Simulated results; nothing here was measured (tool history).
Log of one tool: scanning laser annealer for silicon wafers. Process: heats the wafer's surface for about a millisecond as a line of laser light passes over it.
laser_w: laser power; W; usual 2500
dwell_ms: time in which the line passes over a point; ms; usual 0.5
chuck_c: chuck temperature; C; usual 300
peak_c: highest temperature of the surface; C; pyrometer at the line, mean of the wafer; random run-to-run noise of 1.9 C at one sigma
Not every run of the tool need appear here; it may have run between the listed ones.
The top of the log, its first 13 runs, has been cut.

run 14 hour=364.1 | laser_w=2419 dwell_ms=0.5 chuck_c=300 | peak_c=1085
run 15 hour=386.4 | laser_w=2500 dwell_ms=0.5 chuck_c=300 | peak_c=1117
run 16 hour=418.3 | laser_w=2500 dwell_ms=0.5 chuck_c=300 | peak_c=1116
run 17 hour=454.7 | laser_w=2484 dwell_ms=0.426 chuck_c=293 | peak_c=1046
run 18 hour=489.7 | laser_w=2484 dwell_ms=0.426 chuck_c=293 | peak_c=1045
run 19 hour=527 | laser_w=2312 dwell_ms=0.442 chuck_c=303 | peak_c=999
-- hour=534.5 optics aligned, line set to its width
run 20 hour=558.1 | laser_w=2312 dwell_ms=0.442 chuck_c=303 | peak_c=997
run 21 hour=586.6 | laser_w=2312 dwell_ms=0.442 chuck_c=303 | peak_c=999
run 22 hour=627.3 | laser_w=2275 dwell_ms=0.369 chuck_c=309 | peak_c=934
-- hour=634.5 optics aligned, line set to its width, once more
run 23 hour=668.2 | laser_w=2275 dwell_ms=0.369 chuck_c=309 | peak_c=944
run 24 hour=686.9 | laser_w=2500 dwell_ms=0.462 chuck_c=297 | peak_c=1086
run 25 hour=704.4 | laser_w=2653 dwell_ms=0.387 chuck_c=262 | peak_c=1046
run 26 hour=729.8 | laser_w=2720 dwell_ms=0.4 chuck_c=262 | peak_c=1084
run 27 hour=763.4 | laser_w=2129 dwell_ms=0.5 chuck_c=338 | peak_c=999
run 28 hour=791.1 | laser_w=2500 dwell_ms=0.565 chuck_c=262 | peak_c=1113
run 29 hour=826.8 | laser_w=2367 dwell_ms=0.5 chuck_c=300 | peak_c=1054
run 30 hour=853 | laser_w=2500 dwell_ms=0.381 chuck_c=300 | peak_c=1020

Forecast each of these 4 alternatives for the next run:
run A hour=870.3 | laser_w=2320 dwell_ms=0.369 chuck_c=301 | peak_c=?
run B hour=870.3 | laser_w=2683 dwell_ms=0.5 chuck_c=328 | peak_c=?
run C hour=870.3 | laser_w=2685 dwell_ms=0.551 chuck_c=300 | peak_c=?
run D hour=870.3 | laser_w=2500 dwell_ms=0.434 chuck_c=312 | peak_c=?

run=A peak_c=941
run=B peak_c=1207
run=C peak_c=1222
run=D peak_c=1070
With the hidden condition removed and each run's random variation left untouched, the same runs would have given:
run=A peak_c=967
run=B peak_c=1243
run=C peak_c=1260
run=D peak_c=1101

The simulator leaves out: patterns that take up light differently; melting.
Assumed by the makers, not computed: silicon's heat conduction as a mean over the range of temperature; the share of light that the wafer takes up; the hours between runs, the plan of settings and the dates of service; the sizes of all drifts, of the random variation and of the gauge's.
